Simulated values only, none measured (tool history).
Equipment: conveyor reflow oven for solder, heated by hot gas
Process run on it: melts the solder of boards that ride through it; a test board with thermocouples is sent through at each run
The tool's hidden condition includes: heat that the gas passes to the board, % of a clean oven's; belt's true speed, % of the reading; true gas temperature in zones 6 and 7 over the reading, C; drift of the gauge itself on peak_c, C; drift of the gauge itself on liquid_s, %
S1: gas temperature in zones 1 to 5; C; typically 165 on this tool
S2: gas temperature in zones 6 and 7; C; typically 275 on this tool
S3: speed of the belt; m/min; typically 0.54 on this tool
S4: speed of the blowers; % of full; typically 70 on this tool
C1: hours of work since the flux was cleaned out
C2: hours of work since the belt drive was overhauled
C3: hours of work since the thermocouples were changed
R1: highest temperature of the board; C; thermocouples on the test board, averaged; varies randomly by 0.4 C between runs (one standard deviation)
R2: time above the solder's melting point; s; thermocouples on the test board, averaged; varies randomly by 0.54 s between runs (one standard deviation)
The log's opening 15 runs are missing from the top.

run,hour,S1,S2,S3,S4,C1,C2,C3,R1,R2
16,490.1,165,275,0.54,70,163,114,227,257,57
17,526.2,165,275,0.545,55,186,136,249,251.1,52.4
18,566.3,165,275,0.54,85,211,161,274,260.8,60.8
19,590.2,165,275,0.54,85,226,176,289,259.9,60.9
20,627.9,177,275,0.552,89,250,200,313,262.1,65.3
21,645.6,152,282,0.458,87,261,211,324,271.5,75.9
22,677.7,152,282,0.458,87,281,231,344,271.8,75.9
23,702.4,152,282,0.458,87,296,246,359,270.7,75.4
# hour 727: flux residue cleaned out of gas plates and filters
24,739.5,165,275,0.455,70,8,266,380,264.2,75.8
25,757.6,165,275,0.455,70,19,278,391,264.1,75.1
26,780.5,165,275,0.455,70,33,292,405,263.4,76.8
27,813,165,263,0.479,70,54,313,426,251.4,63.3
28,848.4,165,263,0.479,70,76,335,448,251.3,63.3
29,867.3,165,263,0.479,70,88,347,460,250.8,62.8
30,904.5,150,276,0.54,70,111,370,483,256.4,54.5

Branching from run 30: 3 alternative next runs. What would each branch give?
A,933.2,165,271,0.564,70,129,388,501,?,?
B,933.2,150,275,0.601,70,129,388,501,?,?
C,933.2,150,280,0.43,70,129,388,501,?,?

run,R1,R2
A,253.5,52.7
B,250.3,43.6
C,268.5,79.6
Take away the tool's hidden state, keep each run's random variation, and the runs would have read:
run,R1,R2
A,251.8,50.9
B,248.7,42
C,266.5,77.6

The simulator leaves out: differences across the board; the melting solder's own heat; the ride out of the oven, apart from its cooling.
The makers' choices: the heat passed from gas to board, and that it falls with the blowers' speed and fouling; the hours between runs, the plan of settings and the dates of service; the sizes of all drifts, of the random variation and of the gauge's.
